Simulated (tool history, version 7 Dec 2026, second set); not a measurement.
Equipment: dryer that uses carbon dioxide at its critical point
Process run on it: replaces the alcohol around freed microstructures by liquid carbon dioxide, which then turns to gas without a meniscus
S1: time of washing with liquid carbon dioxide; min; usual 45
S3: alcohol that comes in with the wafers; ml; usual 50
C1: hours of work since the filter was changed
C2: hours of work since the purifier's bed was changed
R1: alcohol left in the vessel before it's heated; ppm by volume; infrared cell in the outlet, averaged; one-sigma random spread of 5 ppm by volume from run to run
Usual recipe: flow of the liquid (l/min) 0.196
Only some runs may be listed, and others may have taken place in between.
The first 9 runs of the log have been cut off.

{"run": 10, "day": 2.454, "S1": 45, "flow of the liquid (l/min)": 0.318, "S3": 102, "C1": 153, "C2": 267, "R1": 40}
{"run": 11, "day": 2.721, "S1": 45, "flow of the liquid (l/min)": 0.318, "S3": 102, "C1": 158, "C2": 272, "R1": 34}
{"run": 12, "day": 3.1, "S1": 45, "flow of the liquid (l/min)": 0.318, "S3": 33, "C1": 165, "C2": 279, "R1": 33}
{"run": 13, "day": 3.475, "S1": 45, "flow of the liquid (l/min)": 0.128, "S3": 50, "C1": 172, "C2": 286, "R1": 645}
{"run": 14, "day": 3.742, "S1": 53, "flow of the liquid (l/min)": 0.196, "S3": 50, "C1": 177, "C2": 291, "R1": 38}
{"run": 15, "day": 4.025, "S1": 45, "flow of the liquid (l/min)": 0.196, "S3": 50, "C1": 182, "C2": 296, "R1": 83}
{"run": 16, "day": 4.325, "S1": 45, "flow of the liquid (l/min)": 0.196, "S3": 50, "C1": 188, "C2": 302, "R1": 88}
{"run": 17, "day": 4.604, "S1": 45, "flow of the liquid (l/min)": 0.196, "S3": 50, "C1": 193, "C2": 307, "R1": 85}
{"run": 18, "day": 4.783, "S1": 45, "flow of the liquid (l/min)": 0.196, "S3": 50, "C1": 196, "C2": 310, "R1": 82}
{"run": 19, "day": 5.15, "S1": 64, "flow of the liquid (l/min)": 0.196, "S3": 50, "C1": 203, "C2": 317, "R1": 43}
{"run": 20, "day": 5.383, "S1": 64, "flow of the liquid (l/min)": 0.196, "S3": 50, "C1": 207, "C2": 322, "R1": 39}
{"run": 21, "day": 5.767, "S1": 45, "flow of the liquid (l/min)": 0.196, "S3": 75, "C1": 215, "C2": 329, "R1": 122}

Run 22 comes next. What will it give?
{"run": 22, "day": 5.988, "S1": 45, "flow of the liquid (l/min)": 0.28, "S3": 90, "C1": 219, "C2": 333, "R1": "?"}

Logged for run 22: R1 36 ppm by volume.
Had the tool carried no hidden state, the very same run would have given R1 3 ppm by volume.
